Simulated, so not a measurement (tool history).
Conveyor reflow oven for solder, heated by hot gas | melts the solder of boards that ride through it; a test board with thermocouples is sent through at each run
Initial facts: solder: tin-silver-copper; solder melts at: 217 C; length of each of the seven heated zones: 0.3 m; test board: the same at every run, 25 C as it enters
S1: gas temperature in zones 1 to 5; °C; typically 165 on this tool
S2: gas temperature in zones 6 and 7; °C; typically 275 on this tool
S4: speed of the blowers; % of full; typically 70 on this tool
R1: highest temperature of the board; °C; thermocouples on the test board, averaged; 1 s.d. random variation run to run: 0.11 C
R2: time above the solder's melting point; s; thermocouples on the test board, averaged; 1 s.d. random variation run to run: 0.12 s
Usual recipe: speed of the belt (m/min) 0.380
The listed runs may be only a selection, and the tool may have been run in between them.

{"run": 1, "hour": 0.0, "S1": 165, "S2": 275, "speed of the belt (m/min)": 0.38, "S4": 70, "R1": 259.7, "R2": 74.8}
{"run": 2, "hour": 57.6, "S1": 165, "S2": 272, "speed of the belt (m/min)": 0.38, "S4": 70, "R1": 256.8, "R2": 72.7}
{"run": 3, "hour": 134.1, "S1": 165, "S2": 275, "speed of the belt (m/min)": 0.38, "S4": 70, "R1": 260.2, "R2": 74.2}
{"run": 4, "hour": 205.6, "S1": 165, "S2": 275, "speed of the belt (m/min)": 0.38, "S4": 70, "R1": 259.9, "R2": 73.7}
{"run": 5, "hour": 259.7, "S1": 165, "S2": 275, "speed of the belt (m/min)": 0.38, "S4": 70, "R1": 260.0, "R2": 73.7}
{"run": 6, "hour": 305.6, "S1": 165, "S2": 275, "speed of the belt (m/min)": 0.38, "S4": 70, "R1": 259.9, "R2": 74.0}
{"run": 7, "hour": 354.2, "S1": 169, "S2": 275, "speed of the belt (m/min)": 0.38, "S4": 81, "R1": 263.3, "R2": 78.4}
{"run": 8, "hour": 417.7, "S1": 169, "S2": 286, "speed of the belt (m/min)": 0.43, "S4": 70, "R1": 265.8, "R2": 69.6}
{"run": 9, "hour": 490.9, "S1": 168, "S2": 278, "speed of the belt (m/min)": 0.428, "S4": 53, "R1": 252.4, "R2": 58.7}
{"run": 10, "hour": 548.0, "S1": 168, "S2": 278, "speed of the belt (m/min)": 0.428, "S4": 53, "R1": 251.6, "R2": 58.1}
{"run": 11, "hour": 625.0, "S1": 171, "S2": 278, "speed of the belt (m/min)": 0.428, "S4": 53, "R1": 251.9, "R2": 59.9}
{"run": 12, "hour": 673.6, "S1": 157, "S2": 263, "speed of the belt (m/min)": 0.38, "S4": 53, "R1": 241.3, "R2": 51.2}

Missing from the log above: 4 entries noted between runs. For each, name the pair of listed runs it sits between and say how the tool's hidden condition differs from the listed run just before to the listed run just after:
From run 2 to run 3: belt drive overhauled, speed set with a stopwatch (hour 67.2); flux residue cleaned out of gas plates and filters (hour 83.8)
  heat that the gas passes to the board, % of a clean oven's: 96 -> 99.4; belt's true speed, % of the reading: 98.41 -> 99.92; true gas temperature in zones 6 and 7 over the reading, C: 0.98 -> 1.06
  measured less the result without the state, R1: +0.5 -> +0.8 °C; R2: +1.4 -> +0.7 s
From run 8 to run 9: flux residue cleaned out of gas plates and filters (hour 445.2)
  heat that the gas passes to the board, % of a clean oven's: 97.1 -> 99.2; belt's true speed, % of the reading: 99.59 -> 99.52; true gas temperature in zones 6 and 7 over the reading, C: 1.39 -> 1.47
  measured less the result without the state, R1: +0.5 -> +1.3 °C; R2: +0.6 -> +1.4 s
From run 9 to run 10: thermocouples of zones 6 and 7 changed (hour 547.1)
  heat that the gas passes to the board, % of a clean oven's: 99.2 -> 98.7; belt's true speed, % of the reading: 99.52 -> 99.46; true gas temperature in zones 6 and 7 over the reading, C: 1.47 -> 0.49
  measured less the result without the state, R1: +1.3 -> +0.4 °C; R2: +1.4 -> +0.6 s
